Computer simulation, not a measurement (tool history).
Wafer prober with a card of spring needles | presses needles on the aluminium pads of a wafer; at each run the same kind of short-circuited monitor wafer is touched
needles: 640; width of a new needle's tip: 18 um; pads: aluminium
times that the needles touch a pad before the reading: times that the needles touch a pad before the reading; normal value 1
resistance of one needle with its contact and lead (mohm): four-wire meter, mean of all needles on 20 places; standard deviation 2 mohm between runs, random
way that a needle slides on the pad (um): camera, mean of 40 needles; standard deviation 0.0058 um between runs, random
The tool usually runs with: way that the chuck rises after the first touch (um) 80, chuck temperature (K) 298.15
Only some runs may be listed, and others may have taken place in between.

run,hour,way that the chuck rises after the first touch (um),chuck temperature (K),times that the needles touch a pad before the reading,resistance of one needle with its contact and lead (mohm),way that a needle slides on the pad (um)
1,0.0,80,298.15,1,216,13.422
# hour 9.7: tips cleaned on abrasive film
# hour 21.8: tips cleaned on abrasive film
# hour 22.1: height of the first contact set anew
# hour 34.1: tips cleaned on abrasive film
# hour 46.2: tips cleaned on abrasive film
# hour 58.3: tips cleaned on abrasive film
# hour 68.0: tips cleaned on abrasive film
2,74.1,80,298.15,1,214,13.418
# hour 79.0: tips cleaned on abrasive film
# hour 88.7: tips cleaned on abrasive film
# hour 100.8: tips cleaned on abrasive film
# hour 112.8: tips cleaned on abrasive film
# hour 124.9: tips cleaned on abrasive film
3,129.8,69,298.15,1,214,11.566
# hour 134.7: tips cleaned on abrasive film
# hour 146.8: tips cleaned on abrasive film
# hour 149.5: height of the first contact set anew
# hour 159.1: tips cleaned on abrasive film
# hour 171.2: tips cleaned on abrasive film
# hour 182.7: tips cleaned on abrasive film
4,182.7,80,298.15,1,215,13.414
# hour 194.7: tips cleaned on abrasive film
# hour 204.4: tips cleaned on abrasive film
# hour 216.5: tips cleaned on abrasive film
# hour 228.5: tips cleaned on abrasive film
# hour 238.2: tips cleaned on abrasive film
# hour 247.9: tips cleaned on abrasive film
# hour 259.0: tips cleaned on abrasive film
5,259.0,80,298.15,1,217,13.412
# hour 271.0: tips cleaned on abrasive film
# hour 276.1: height of the first contact set anew
# hour 281.0: tips cleaned on abrasive film
# hour 293.1: tips cleaned on abrasive film
# hour 305.2: tips cleaned on abrasive film
# hour 317.2: tips cleaned on abrasive film
# hour 326.9: tips cleaned on abrasive film
# hour 339.0: tips cleaned on abrasive film
6,340.5,80,298.15,1,215,13.411
# hour 350.2: tips cleaned on abrasive film
# hour 362.2: tips cleaned on abrasive film
# hour 374.3: tips cleaned on abrasive film
# hour 386.4: tips cleaned on abrasive film
7,388.0,80,298.15,1,216,13.417
# hour 397.7: tips cleaned on abrasive film
# hour 402.8: height of the first contact set anew
# hour 407.6: tips cleaned on abrasive film
# hour 419.7: tips cleaned on abrasive film
# hour 431.8: tips cleaned on abrasive film
# hour 443.9: tips cleaned on abrasive film
# hour 455.9: tips cleaned on abrasive film
# hour 468.0: tips cleaned on abrasive film
8,477.3,80,298.15,1,214,13.417
# hour 479.8: tips cleaned on abrasive film
# hour 491.8: tips cleaned on abrasive film
# hour 503.9: tips cleaned on abrasive film
# hour 516.0: tips cleaned on abrasive film
# hour 528.1: tips cleaned on abrasive film
# hour 530.7: height of the first contact set anew
9,534.2,64,298.15,1,219,10.735
# hour 539.1: tips cleaned on abrasive film
# hour 551.1: tips cleaned on abrasive film
# hour 560.8: tips cleaned on abrasive film
# hour 570.5: tips cleaned on abrasive film
10,578.0,80,298.15,1,214,13.418
# hour 580.5: tips cleaned on abrasive film
# hour 590.1: tips cleaned on abrasive film
# hour 602.2: tips cleaned on abrasive film
# hour 614.3: tips cleaned on abrasive film
# hour 626.4: tips cleaned on abrasive film
11,634.3,80,298.15,1,215,13.417
# hour 636.8: tips cleaned on abrasive film
# hour 646.5: tips cleaned on abrasive film
# hour 658.5: tips cleaned on abrasive film
# hour 658.8: height of the first contact set anew
# hour 670.9: tips cleaned on abrasive film
12,674.9,80,298.15,1,215,13.425
# hour 682.2: tips cleaned on abrasive film
# hour 694.3: tips cleaned on abrasive film
# hour 706.3: tips cleaned on abrasive film
# hour 718.4: tips cleaned on abrasive film
# hour 729.2: tips cleaned on abrasive film
13,729.2,80,298.15,1,213,13.406
# hour 741.2: tips cleaned on abrasive film
# hour 753.3: tips cleaned on abrasive film
# hour 765.4: tips cleaned on abrasive film
# hour 777.5: tips cleaned on abrasive film
# hour 787.3: height of the first contact set anew
# hour 789.8: tips cleaned on abrasive film
# hour 801.9: tips cleaned on abrasive film
# hour 811.6: tips cleaned on abrasive film
14,819.4,80,298.15,1,212,13.417
# hour 821.9: tips cleaned on abrasive film
# hour 834.0: tips cleaned on abrasive film
# hour 846.1: tips cleaned on abrasive film
# hour 855.7: tips cleaned on abrasive film
# hour 867.8: tips cleaned on abrasive film
# hour 877.5: tips cleaned on abrasive film
# hour 889.6: tips cleaned on abrasive film
# hour 901.6: tips cleaned on abrasive film
15,906.7,80,298.15,2,217,13.413
# hour 911.6: tips cleaned on abrasive film
# hour 914.3: height of the first contact set anew
# hour 924.0: tips cleaned on abrasive film
# hour 936.0: tips cleaned on abrasive film
# hour 948.1: tips cleaned on abrasive film
# hour 957.8: tips cleaned on abrasive film
# hour 969.9: tips cleaned on abrasive film
16,969.9,82,303.15,2,216,13.744
# hour 979.6: tips cleaned on abrasive film
# hour 991.7: tips cleaned on abrasive film
# hour 1003.7: tips cleaned on abrasive film
# hour 1015.8: tips cleaned on abrasive film
17,1024.5,82,303.15,2,214,13.742
# hour 1027.0: tips cleaned on abrasive film
# hour 1036.7: tips cleaned on abrasive film
# hour 1041.8: height of the first contact set anew
# hour 1046.7: tips cleaned on abrasive film
# hour 1058.8: tips cleaned on abrasive film
# hour 1070.8: tips cleaned on abrasive film
# hour 1082.9: tips cleaned on abrasive film
18,1092.4,82,318.15,3,222,13.750
# hour 1094.9: tips cleaned on abrasive film
# hour 1104.6: tips cleaned on abrasive film
# hour 1116.7: tips cleaned on abrasive film
# hour 1128.8: tips cleaned on abrasive film
# hour 1140.8: tips cleaned on abrasive film
19,1148.5,82,318.15,3,219,13.754
# hour 1151.0: tips cleaned on abrasive film
# hour 1163.1: tips cleaned on abrasive film
# hour 1170.6: height of the first contact set anew
# hour 1175.4: tips cleaned on abrasive film
# hour 1187.5: tips cleaned on abrasive film
20,1192.0,92,359.15,2,229,15.427
# hour 1199.3: tips cleaned on abrasive film
# hour 1211.4: tips cleaned on abrasive film
# hour 1223.4: tips cleaned on abrasive film
# hour 1235.5: tips cleaned on abrasive film
# hour 1246.0: tips cleaned on abrasive film
21,1246.0,92,359.15,2,227,15.421
# hour 1258.1: tips cleaned on abrasive film
# hour 1267.8: tips cleaned on abrasive film
# hour 1279.8: tips cleaned on abrasive film
# hour 1291.9: tips cleaned on abrasive film
# hour 1297.0: height of the first contact set anew
22,1297.3,61,359.15,1,238,10.227
# hour 1302.1: tips cleaned on abrasive film
# hour 1311.8: tips cleaned on abrasive film
# hour 1323.9: tips cleaned on abrasive film
# hour 1336.0: tips cleaned on abrasive film
23,1337.2,69,359.15,1,235,11.565
# hour 1346.8: tips cleaned on abrasive film
# hour 1358.9: tips cleaned on abrasive film
# hour 1371.0: tips cleaned on abrasive film
# hour 1380.7: tips cleaned on abrasive film
# hour 1392.7: tips cleaned on abrasive film
# hour 1404.8: tips cleaned on abrasive film
# hour 1414.5: tips cleaned on abrasive film
24,1421.5,70,298.15,1,216,11.731

Forecast each of these 3 alternatives for the next run:
# hour 1424.2: height of the first contact set anew
# hour 1426.7: tips cleaned on abrasive film
# hour 1438.8: tips cleaned on abrasive film
# hour 1450.8: tips cleaned on abrasive film
# hour 1462.9: tips cleaned on abrasive film
A,1463.0,71,347.15,1,?,?
# hour 1424.2: height of the first contact set anew
# hour 1426.7: tips cleaned on abrasive film
# hour 1438.8: tips cleaned on abrasive film
# hour 1450.8: tips cleaned on abrasive film
# hour 1462.9: tips cleaned on abrasive film
B,1463.0,91,377.15,2,?,?
# hour 1424.2: height of the first contact set anew
# hour 1426.7: tips cleaned on abrasive film
# hour 1438.8: tips cleaned on abrasive film
# hour 1450.8: tips cleaned on abrasive film
# hour 1462.9: tips cleaned on abrasive film
C,1463.0,80,305.15,1,?,?

run,resistance of one needle with its contact and lead (mohm),way that a needle slides on the pad (um)
A,228,11.906
B,232,15.257
C,217,13.406
The same runs, with their run-to-run variation unchanged, on a tool lacking any hidden condition would have given:
run,resistance of one needle with its contact and lead (mohm),way that a needle slides on the pad (um)
A,228,11.907
B,232,15.257
C,217,13.407
